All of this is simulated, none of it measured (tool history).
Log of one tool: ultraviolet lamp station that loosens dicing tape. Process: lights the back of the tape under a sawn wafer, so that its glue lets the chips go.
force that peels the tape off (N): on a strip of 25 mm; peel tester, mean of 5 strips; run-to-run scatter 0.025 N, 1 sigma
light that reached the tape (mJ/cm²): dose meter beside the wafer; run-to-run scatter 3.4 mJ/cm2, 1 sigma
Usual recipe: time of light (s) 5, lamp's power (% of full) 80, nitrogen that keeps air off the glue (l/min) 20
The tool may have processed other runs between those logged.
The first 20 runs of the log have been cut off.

run    hour  time of light (s)  lamp's power (% of full)  nitrogen that keeps air off the glue (l/min)  hours of work of the lamp  hours of work since the window was cleaned  force that peels the tape off (N)  light that reached the tape (mJ/cm²)
 21  1336.2                  5                        88                                            20                       1271                                         289                              2.388                                   358
 22  1379.2                  5                        88                                            22                       1293                                         311                              2.461                                   358
 23  1446.0                  6                        72                                            20                       1328                                         347                              2.746                                   336
     1465.9  -- window cleaned of glue's vapour
 24  1502.2                  9                        73                                            20                       1358                                          19                              1.057                                   586
 25  1569.3                  8                        73                                            20                       1393                                          54                              1.438                                   510
 26  1650.6                  3                        80                                            36                       1436                                          97                              4.190                                   204
 27  1741.5                  3                        80                                            23                       1483                                         145                              4.478                                   194
 28  1834.8                  5                        80                                            12                       1532                                         194                              3.234                                   315
 29  1878.0                  5                        80                                             7                       1555                                         217                              3.847                                   305
 30  1953.6                  7                        74                                             9                       1595                                         256                              2.787                                   384
 31  2008.8                  6                        86                                            12                       1624                                         285                              2.646                                   366
 32  2077.3                  5                        75                                            26                       1660                                         321                              3.441                                   264
 33  2137.4                  5                        75                                            26                       1691                                         353                              3.434                                   253
     2146.9  -- window cleaned of glue's vapour
 34  2184.5                  5                        75                                            26                       1716                                          20                              3.006                                   289
     2250.6  -- lamp changed
 35  2250.6                  3                        75                                             7                          0                                          54                              3.851                                   294
 36  2328.0                  3                        90                                            10                         41                                          95                              3.077                                   351
 37  2390.3                  5                        80                                            20                         73                                         127                              1.400                                   503
 38  2456.1                  4                        86                                            40                        108                                         162                              1.591                                   426
 39  2506.2                  4                        69                                            40                        134                                         188                              2.288                                   339
 40  2558.4                  5                        71                                            14                        162                                         216                              2.232                                   421
 41  2654.7                  5                        93                                            16                        212                                         266                              1.433                                   529
 42  2739.1                  5                        89                                            16                        257                                         311                              1.595                                   492
 43  2823.6                  5                       100                                            20                        301                                         355                              1.280                                   532

Branching from run 43: 4 alternative next runs. What would each branch give?
     2830.0  -- window cleaned of glue's vapour
  A  2870.0                  5                       100                                            39                        325                                          21                                  ?                                     ?
     2830.0  -- window cleaned of glue's vapour
  B  2870.0                  4                        80                                            20                        325                                          21                                  ?                                     ?
     2830.0  -- window cleaned of glue's vapour
  C  2870.0                  5                        92                                            20                        325                                          21                                  ?                                     ?
     2830.0  -- window cleaned of glue's vapour
  D  2870.0                  3                       100                                            20                        325                                          21                                  ?                                     ?

run  force that peels the tape off (N)  light that reached the tape (mJ/cm²)
  A                              0.768                                   623
  B                              2.122                                   397
  C                              1.136                                   576
  D                              2.363                                   373
Stripped of hidden state, with their random variation kept, the same runs would have yielded:
run  force that peels the tape off (N)  light that reached the tape (mJ/cm²)
  A                              0.618                                   690
  B                              1.815                                   440
  C                              0.928                                   637
  D                              2.040                                   413
